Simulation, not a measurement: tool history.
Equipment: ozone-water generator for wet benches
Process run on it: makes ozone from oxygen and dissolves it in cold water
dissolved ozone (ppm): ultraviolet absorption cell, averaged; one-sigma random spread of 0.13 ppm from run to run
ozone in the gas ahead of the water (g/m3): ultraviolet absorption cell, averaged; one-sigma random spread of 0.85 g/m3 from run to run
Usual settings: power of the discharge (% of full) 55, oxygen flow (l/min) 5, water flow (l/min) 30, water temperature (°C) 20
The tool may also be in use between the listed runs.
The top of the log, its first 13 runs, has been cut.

run	day	power of the discharge (% of full)	oxygen flow (l/min)	water flow (l/min)	water temperature (°C)	hours of work since the electrodes were changed	hours of work since the contactor was cleaned	hours of work since the thermometer was calibrated	dissolved ozone (ppm)	ozone in the gas ahead of the water (g/m3)
14	17.288	55	5	30	20	453	1327	2749	12.6	137
15	18.038	86	5	30	20	465	1339	2760	16.3	176.9
16	18.9	86	5	30	20	478	1352	2773	16	177.1
17	19.817	86	5	30	20	492	1366	2787	16.4	177.6
18	20.929	86	5	30	20	509	1382	2804	16.1	176.4
19	21.867	57	5	18	20	523	1397	2819	18.7	140.5
20	23.183	57	6.87	19	15	543	1417	2838	19.5	118.9
21	24.492	57	8.35	28	15	563	1436	2858	15.6	109.2
22	25.442	57	7.64	25	16	577	1451	2873	16.3	112.7
23	27.154	63	5	41	20	603	1477	2899	10.4	148.4
24	28.596	63	5	41	20	625	1499	2921	10.2	148.1
25	30.133	46	8.66	35	25	648	1522	2944	9.8	94.5
26	31.458	55	5	32	20	668	1542	2964	12.1	136
27	32.862	63	5	30	16	690	1563	2985	14.1	147.2
28	34.142	46	3.56	33	26	709	1583	3005	9.3	145.5

Forecast run 29:
29	35.825	99	3.83	33	18	734	1608	3030	?	?

For run 29 the tool returned dissolved ozone (ppm) 15.7, ozone in the gas ahead of the water (g/m3) 216.3.
Take away the tool's hidden state, keep the run-to-run variation as it was, and the same run would have given dissolved ozone (ppm) 15.7, ozone in the gas ahead of the water (g/m3) 216.3.

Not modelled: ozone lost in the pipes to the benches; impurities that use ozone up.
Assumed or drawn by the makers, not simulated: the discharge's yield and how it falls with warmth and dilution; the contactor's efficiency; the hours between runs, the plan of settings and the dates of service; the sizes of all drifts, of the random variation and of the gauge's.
